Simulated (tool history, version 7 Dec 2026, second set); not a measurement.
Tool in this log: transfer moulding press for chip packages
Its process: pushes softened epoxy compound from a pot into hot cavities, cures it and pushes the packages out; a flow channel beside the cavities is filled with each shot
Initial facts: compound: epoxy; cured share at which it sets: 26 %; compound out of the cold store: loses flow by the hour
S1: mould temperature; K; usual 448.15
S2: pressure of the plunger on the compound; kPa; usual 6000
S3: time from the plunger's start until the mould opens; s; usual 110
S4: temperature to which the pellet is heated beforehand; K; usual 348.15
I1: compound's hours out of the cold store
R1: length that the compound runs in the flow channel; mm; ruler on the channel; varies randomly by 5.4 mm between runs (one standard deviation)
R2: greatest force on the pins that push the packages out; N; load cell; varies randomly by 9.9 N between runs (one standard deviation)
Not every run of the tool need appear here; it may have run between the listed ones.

run    day      S1    S2   S3      S4    I1   R1    R2
  1      0  448.15  6000  110  348.15  42.9  708   840
  2    0.2  448.15  6000  110  348.15  18.7  839   901
  3  0.442  448.15  6000  110  352.15  25.9  799   888
  4  0.767  448.15  6000  110  352.15    29  780   928
  5  1.112  448.15  6000  110  352.15  26.3  788   954
  6  1.429  448.15  4570  110  348.15  29.3  681   962
  7  1.783  448.15  4570  100  348.15  36.7  643  1082
  8  2.108  448.15  6000  110  348.15  28.7  780   974
     2.442  -- cavities cleaned with cleaning compound and waxed
  9  2.521  448.15  6000  110  348.15  21.7  820   506
 10  2.771  448.15  6000  110  348.15  36.9  734   579
 11    3.1  448.15  6000  110  357.15  10.8  869   687
 12  3.304  448.15  6000  110  348.15  21.8  812   697
 13  3.542  448.15  6000  119  348.15  15.7  842   689
 14  3.971  449.15  6000  110  348.15  32.8  750   798
 15  4.333  449.15  6000  110  348.15  16.6  827   785
 16  4.708  449.15  6000  110  348.15    25  795   841
 17  4.925  444.15  4860  137  348.15  37.7  664   861
 18  5.142  444.15  4860  137  348.15  32.4  683   891
 19  5.433  448.15  6000  110  343.15  39.2  718   933
 20  5.617  448.15  6050  119  343.15  17.7  818   889
 21  5.958  448.15  6050  119  343.15  23.2  807   903
 22  6.183  448.15  6050  119  352.15  42.7  702   888
 23  6.404  451.15  6730  110  348.15  18.3  851   913
 24  6.608  451.15  6770   96  352.15  26.5  806  1030
     6.871  -- cavities cleaned with cleaning compound and waxed
 25  7.033  453.15  6000  110  351.15   8.2  860   442
 26  7.225  447.15  5060  138  355.15   8.9  796   493
 27  7.592  448.15  6090  110  348.15  24.3  798   668
 28  7.954  448.15  6970  110  348.15  18.4  883   748

Predict each of these 5 candidate next runs independently; none follows another, all start after run 28:
  A  8.225  451.15  6970  110  339.15  44.9   ?   ?
  B  8.225  446.15  6000  110  353.15  13.4   ?   ?
  C  8.225  445.15  6000  109  348.15  26.2   ?   ?
  D  8.225  448.15  6970  117  348.15  13.5   ?   ?
  E  8.225  448.15  6120  105  348.15  45.5   ?   ?

run   R1   R2
  A  737  748
  B  850  907
  C  781  912
  D  904  764
  E  696  821
Without the tool's unlogged condition, the same runs would have read:
run   R1   R2
  A  799  443
  B  922  527
  C  847  529
  D  980  444
  E  754  479
